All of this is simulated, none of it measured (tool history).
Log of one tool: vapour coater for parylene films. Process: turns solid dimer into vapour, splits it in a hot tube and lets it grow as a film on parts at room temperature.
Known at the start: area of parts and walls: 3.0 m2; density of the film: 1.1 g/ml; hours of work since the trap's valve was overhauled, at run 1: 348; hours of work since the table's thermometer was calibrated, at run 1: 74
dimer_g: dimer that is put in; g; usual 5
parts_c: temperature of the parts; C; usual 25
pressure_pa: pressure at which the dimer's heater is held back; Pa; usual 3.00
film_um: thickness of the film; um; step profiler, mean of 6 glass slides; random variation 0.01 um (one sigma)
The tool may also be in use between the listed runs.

run	day	dimer_g	parts_c	pressure_pa	hours of work since the trap's valve was overhauled	hours of work since the table's thermometer was calibrated	film_um
1	0.000	5	25	3.00	348	74	0.72
2	0.671	5	25	11.47	362	88	0.55
3	1.992	5	25	11.47	390	116	0.55
4	3.083	5	25	11.47	413	139	0.53
# day 3.604: trap's valve overhauled
5	4.233	5	25	7.61	13	160	0.63
6	5.258	5	25	7.97	35	182	0.62
7	6.821	3	25	7.97	68	215	0.38
8	8.317	3	25	7.97	100	247	0.36
9	9.158	3	25	7.97	117	264	0.36
10	10.608	3	25	7.97	148	295	0.36
11	12.017	3	25	7.97	178	325	0.34
12	13.138	3	25	7.97	202	349	0.35
13	14.642	3	21	7.97	234	380	0.43
14	15.300	5	21	3.00	247	394	0.83
15	16.688	5	25	3.46	277	424	0.70
16	18.038	5	25	3.46	305	452	0.70
17	18.929	5	25	3.00	324	471	0.70
18	20.204	5	25	3.00	351	498	0.69
19	20.912	5	25	3.00	366	513	0.70
20	22.500	3	30	4.54	400	547	0.32
21	23.300	3	23	4.54	417	564	0.40
# day 23.733: trap's valve overhauled
22	24.954	3	23	4.54	26	595	0.45
23	26.529	4	25	2.83	59	628	0.60
24	27.700	5	25	7.60	84	653	0.59
25	28.404	7	37	6.51	99	668	0.57
26	29.754	5	33	3.00	127	697	0.54
27	30.971	3	28	9.42	153	722	0.31
28	32.233	5	27	2.47	180	749	0.69
29	33.062	5	27	2.47	197	767	0.68
30	33.933	5	27	2.66	216	785	0.67
31	34.575	3	27	4.92	229	799	0.34
32	35.850	3	18	6.03	256	826	0.49
33	37.054	2	25	3.00	282	851	0.28

Hidden state at the last listed run before each entry between runs and at the first one after, where it differs:
Between runs 4 and 5: trap's valve overhauled (day 3.604)
  vapour lost through the trap's worn valve, %: 6.8 -> 0.3; true temperature of the parts over the reading, C: 0.13 -> 0.15
  measured less the result without the state, film_um: -0.04 -> +0.00 um
Between runs 21 and 22: trap's valve overhauled (day 23.733)
  vapour lost through the trap's worn valve, %: 6.5 -> 0.6; true temperature of the parts over the reading, C: 0.62 -> 0.66
  measured less the result without the state, film_um: -0.04 -> -0.01 um

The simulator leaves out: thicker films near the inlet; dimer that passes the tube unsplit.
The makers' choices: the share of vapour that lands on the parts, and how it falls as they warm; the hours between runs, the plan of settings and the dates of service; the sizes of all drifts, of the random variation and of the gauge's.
